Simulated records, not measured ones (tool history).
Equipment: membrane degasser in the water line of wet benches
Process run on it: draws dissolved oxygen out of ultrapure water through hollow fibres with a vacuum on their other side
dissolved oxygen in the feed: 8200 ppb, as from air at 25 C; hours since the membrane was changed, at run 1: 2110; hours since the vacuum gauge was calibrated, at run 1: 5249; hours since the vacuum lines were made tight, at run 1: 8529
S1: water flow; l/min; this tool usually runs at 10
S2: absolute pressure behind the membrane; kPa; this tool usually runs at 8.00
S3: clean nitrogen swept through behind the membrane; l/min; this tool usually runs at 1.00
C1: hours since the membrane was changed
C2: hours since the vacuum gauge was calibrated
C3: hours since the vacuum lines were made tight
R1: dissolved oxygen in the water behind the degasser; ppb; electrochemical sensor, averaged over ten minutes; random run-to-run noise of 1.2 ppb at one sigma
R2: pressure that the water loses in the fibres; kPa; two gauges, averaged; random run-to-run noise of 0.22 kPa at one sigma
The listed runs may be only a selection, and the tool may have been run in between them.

run,day,S1,S2,S3,C1,C2,C3,R1,R2
1,0.000,10,8.00,1.00,2110,5249,8529,117.2,55.49
2,1.525,10,8.00,1.00,2147,5285,8565,117.3,55.07
3,3.083,10,8.00,1.00,2184,5323,8603,116.0,55.38
4,5.867,10,13.66,1.00,2251,5389,8669,250.3,55.50
5,7.558,10,13.66,1.00,2292,5430,8710,243.4,55.45
6,9.558,10,13.66,1.00,2340,5478,8758,244.8,55.47
7,11.971,10,13.66,1.00,2398,5536,8816,246.1,55.78
8,15.150,10,13.66,1.00,2474,5612,8892,248.1,55.42
9,16.458,10,13.66,1.00,2505,5644,8924,246.9,55.65
10,18.888,10,13.66,1.00,2564,5702,8982,249.3,55.99
11,21.550,10,8.00,1.00,2628,5766,9046,116.8,55.65
12,23.067,10,8.00,1.00,2664,5802,9082,118.1,55.70
13,26.054,10,10.20,1.00,2736,5874,9154,170.7,55.77
14,28.142,10,8.00,0.57,2786,5924,9204,192.4,55.86
15,31.112,6,4.94,1.48,2857,5995,9275,18.8,33.71
16,32.775,11,16.05,1.44,2897,6035,9315,231.7,61.88
17,35.575,10,18.36,1.00,2964,6102,9382,349.7,55.97
18,38.250,10,18.36,1.00,3028,6167,9447,354.0,56.50
19,39.621,10,7.34,2.73,3061,6199,9479,41.6,55.65
20,42.721,9,8.00,0.55,3136,6274,9554,176.3,50.71
21,45.046,8,5.84,1.00,3192,6330,9610,53.4,45.10
22,47.612,8,5.84,1.00,3253,6391,9671,53.5,44.87
23,50.621,10,12.02,2.11,3325,6464,9743,108.4,56.28
24,52.079,15,14.20,2.70,3360,6499,9778,155.8,84.61
25,53.479,15,14.20,2.70,3394,6532,9812,158.6,84.72
26,56.483,15,18.31,2.70,3466,6604,9884,212.6,85.01

Run by run, hidden condition taken away, random variation retained:
Hidden conditions of the tool in this case: membrane still open, %; true pressure behind the membrane over the reading, kPa; air that leaks in behind the membrane, l/min; drift of the gauge itself on oxygen_ppb, %; drift of the gauge itself on loss_of_pressure_kpa, %.
run,R2
1,55.48
2,55.03
3,55.31
4,55.37
5,55.29
6,55.27
7,55.53
8,55.11
9,55.32
10,55.61
11,55.22
12,55.24
13,55.25
14,55.30
15,33.33
16,61.17
17,55.27
18,55.74
19,54.87
20,49.95
21,44.39
22,44.12
23,55.28
24,83.05
25,83.14
26,83.32
R1: within 0.5 ppb of the measured result in every run.

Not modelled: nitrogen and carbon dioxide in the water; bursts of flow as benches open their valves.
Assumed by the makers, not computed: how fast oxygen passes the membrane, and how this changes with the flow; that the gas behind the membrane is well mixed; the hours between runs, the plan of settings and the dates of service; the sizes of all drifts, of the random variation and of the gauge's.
